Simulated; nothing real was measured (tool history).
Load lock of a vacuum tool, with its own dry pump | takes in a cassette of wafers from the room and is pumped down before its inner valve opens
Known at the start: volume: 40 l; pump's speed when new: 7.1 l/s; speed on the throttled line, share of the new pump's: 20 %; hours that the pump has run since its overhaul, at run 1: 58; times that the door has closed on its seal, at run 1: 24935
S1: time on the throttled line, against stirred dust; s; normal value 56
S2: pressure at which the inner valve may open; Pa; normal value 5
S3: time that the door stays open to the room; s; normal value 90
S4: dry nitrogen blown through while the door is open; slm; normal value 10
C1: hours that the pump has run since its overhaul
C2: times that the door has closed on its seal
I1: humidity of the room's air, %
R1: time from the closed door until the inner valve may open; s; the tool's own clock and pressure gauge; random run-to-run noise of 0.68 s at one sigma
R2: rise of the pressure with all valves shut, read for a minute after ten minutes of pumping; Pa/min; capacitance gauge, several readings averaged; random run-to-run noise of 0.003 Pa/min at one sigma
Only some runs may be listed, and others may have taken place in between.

Run 1, hour 0: usual settings; C1 58; C2 24935; I1 44.8. Result: R1 101.1 s, R2 0.038 Pa/min.
Run 2, hour 363.8: usual settings; C1 422; C2 26674; I1 45.3. Result: R1 102.5 s, R2 0.04 Pa/min.
At hour 477.3: door's seal changed, seat wiped.
Run 3, hour 754.8: usual settings; C1 811; C2 1326; I1 44.2. Result: R1 101 s, R2 0.042 Pa/min.
Run 4, hour 1140.3: usual settings but S4 14 slm; C1 1197; C2 3169; I1 43.8. Result: R1 101.8 s, R2 0.032 Pa/min.
Run 5, hour 1398: usual settings but S4 14 slm; C1 1454; C2 4401; I1 45.5. Result: R1 102.9 s, R2 0.035 Pa/min.
Run 6, hour 1867.5: usual settings but S4 16 slm; C1 1924; C2 6645; I1 42.5. Result: R1 101.3 s, R2 0.034 Pa/min.
Run 7, hour 2125.2: usual settings but S1 40 s; C1 2182; C2 7878; I1 43.5. Result: R1 87.7 s, R2 0.045 Pa/min.
Run 8, hour 2381.8: usual settings; C1 2438; C2 9104; I1 44.7. Result: R1 101.6 s, R2 0.033 Pa/min.
Run 9, hour 2768.5: usual settings; C1 2825; C2 10953; I1 43.2. Result: R1 101.2 s, R2 0.038 Pa/min.
Run 10, hour 3039.5: usual settings but S3 99 s; C1 3096; C2 12248; I1 44.7. Result: R1 99.7 s, R2 0.037 Pa/min.
Run 11, hour 3320.1: usual settings; C1 3377; C2 13590; I1 46.6. Result: R1 101.8 s, R2 0.04 Pa/min.
Run 12, hour 3537.3: usual settings; C1 3594; C2 14628; I1 43.7. Result: R1 101.3 s, R2 0.043 Pa/min.
Run 13, hour 3815.3: usual settings; C1 3872; C2 15957; I1 46.3. Result: R1 101.6 s, R2 0.039 Pa/min.
Run 14, hour 4230.5: usual settings; C1 4287; C2 17942; I1 43.9. Result: R1 99.3 s, R2 0.045 Pa/min.
Run 15, hour 4592.3: usual settings; C1 4649; C2 19672; I1 45.2. Result: R1 100.6 s, R2 0.044 Pa/min.
Run 16, hour 4816.5: usual settings but S3 40 s; C1 4873; C2 20743; I1 44.9. Result: R1 103 s, R2 0.024 Pa/min.
Run 17, hour 5017.5: usual settings; C1 5074; C2 21704; I1 49.4. Result: R1 101 s, R2 0.042 Pa/min.
Run 18, hour 5224: usual settings; C1 5280; C2 22692; I1 46.5. Result: R1 100.6 s, R2 0.031 Pa/min.
Run 19, hour 5459.8: usual settings; C1 5516; C2 23818; I1 50.3. Result: R1 102 s, R2 0.047 Pa/min.
Run 20, hour 5735.3: usual settings but S3 40 s; C1 5792; C2 25136; I1 43.4. Result: R1 100.8 s, R2 0.03 Pa/min.
Run 21, hour 6080.8: usual settings but S1 51 s, S2 6 Pa, S3 50 s, S4 38 slm; C1 6137; C2 26787; I1 44.5. Result: R1 96 s, R2 0.018 Pa/min.
At hour 6174: door's seal changed, seat wiped.
Run 22, hour 6469.6: usual settings but S1 30 s, S2 6 Pa, S4 15 slm; C1 6525; C2 1413; I1 47.5. Result: R1 79.6 s, R2 0.036 Pa/min.
Run 23, hour 6682.3: usual settings but S1 30 s, S2 6 Pa, S4 15 slm; C1 6737; C2 2430; I1 46.4. Result: R1 79.5 s, R2 0.037 Pa/min.
Run 24, hour 7034.2: usual settings but S1 30 s, S4 7 slm; C1 7089; C2 4112; I1 46.2. Result: R1 81 s, R2 0.038 Pa/min.
Run 25, hour 7442.4: usual settings but S3 33 s; C1 7497; C2 6063; I1 47.3. Result: R1 101.4 s, R2 0.022 Pa/min.
Run 26, hour 7725.5: usual settings but S3 33 s; C1 7780; C2 7417; I1 41.7. Result: R1 101.2 s, R2 0.015 Pa/min.
Run 27, hour 8158.7: usual settings but S1 29 s, S2 8 Pa, S3 189 s, S4 7 slm; C1 8214; C2 9488; I1 42.6. Result: R1 77.1 s, R2 0.062 Pa/min.
Run 28, hour 8519.4: usual settings but S1 38 s, S2 6 Pa, S4 6 slm; C1 8574; C2 11212; I1 45. Result: R1 86.4 s, R2 0.043 Pa/min.
Run 29, hour 8908.7: usual settings but S1 38 s, S2 6 Pa, S4 6 slm; C1 8964; C2 13073; I1 48.9. Result: R1 84.9 s, R2 0.042 Pa/min.
At hour 9177.6: dry pump taken out, an overhauled one fitted.
Run 30, hour 9248.5: usual settings but S1 38 s, S2 6 Pa, S4 6 slm; C1 71; C2 14669; I1 44.3. Result: R1 86 s, R2 0.047 Pa/min.
Run 31, hour 9670.5: usual settings but S3 194 s, S4 6 slm; C1 493; C2 16686; I1 45.2. Result: R1 100.5 s, R2 0.071 Pa/min.
Run 32, hour 10130.4: usual settings but S3 194 s, S4 6 slm; C1 953; C2 18885; I1 48.3. Result: R1 102 s, R2 0.069 Pa/min.
Run 33, hour 10535.3: usual settings but S3 39 s, S4 30 slm; C1 1358; C2 20820; I1 41.9. Result: R1 101.1 s, R2 0.009 Pa/min.
Run 34, hour 10813.9: usual settings but S3 39 s, S4 30 slm; C1 1636; C2 22152; I1 47.7. Result: R1 100.3 s, R2 0.022 Pa/min.
Run 35, hour 11084.2: usual settings but S3 39 s, S4 30 slm; C1 1907; C2 23444; I1 47.8. Result: R1 100.7 s, R2 0.013 Pa/min.
Run 36, hour 11323.3: usual settings but S3 71 s, S4 7 slm; C1 2146; C2 24587; I1 45.7. Result: R1 100.1 s, R2 0.047 Pa/min.

5 ways to go on from here, each from the tool as it stands after run 36. What would each give?
Run A, hour 11628.1: usual settings but S3 82 s; C1 2451; C2 26045; I1 42.9. Result: R1 ?, R2 ?.
Run B, hour 11628.1: usual settings but S1 83 s, S2 10 Pa, S3 71 s, S4 7 slm; C1 2451; C2 26045; I1 45.8. Result: R1 ?, R2 ?.
Run C, hour 11628.1: usual settings but S1 34 s, S3 54 s, S4 22 slm; C1 2451; C2 26045; I1 49.9. Result: R1 ?, R2 ?.
Run D, hour 11628.1: usual settings but S1 41 s, S2 6 Pa, S3 156 s, S4 7 slm; C1 2451; C2 26045; I1 43.3. Result: R1 ?, R2 ?.
Run E, hour 11628.1: usual settings but S2 8 Pa, S3 71 s, S4 7 slm; C1 2451; C2 26045; I1 47.1. Result: R1 ?, R2 ?.

run     R1     R2
  A  100.6  0.037
  B  117.5  0.042
  C   83.1  0.025
  D   88.3  0.063
  E   98.1  0.042
With the hidden condition removed and each run's random variation left untouched, the same runs would have given:
run     R1     R2
  A  100.5  0.036
  B  117.5  0.041
  C   83.1  0.023
  D   88.3  0.062
  E   98.1  0.041

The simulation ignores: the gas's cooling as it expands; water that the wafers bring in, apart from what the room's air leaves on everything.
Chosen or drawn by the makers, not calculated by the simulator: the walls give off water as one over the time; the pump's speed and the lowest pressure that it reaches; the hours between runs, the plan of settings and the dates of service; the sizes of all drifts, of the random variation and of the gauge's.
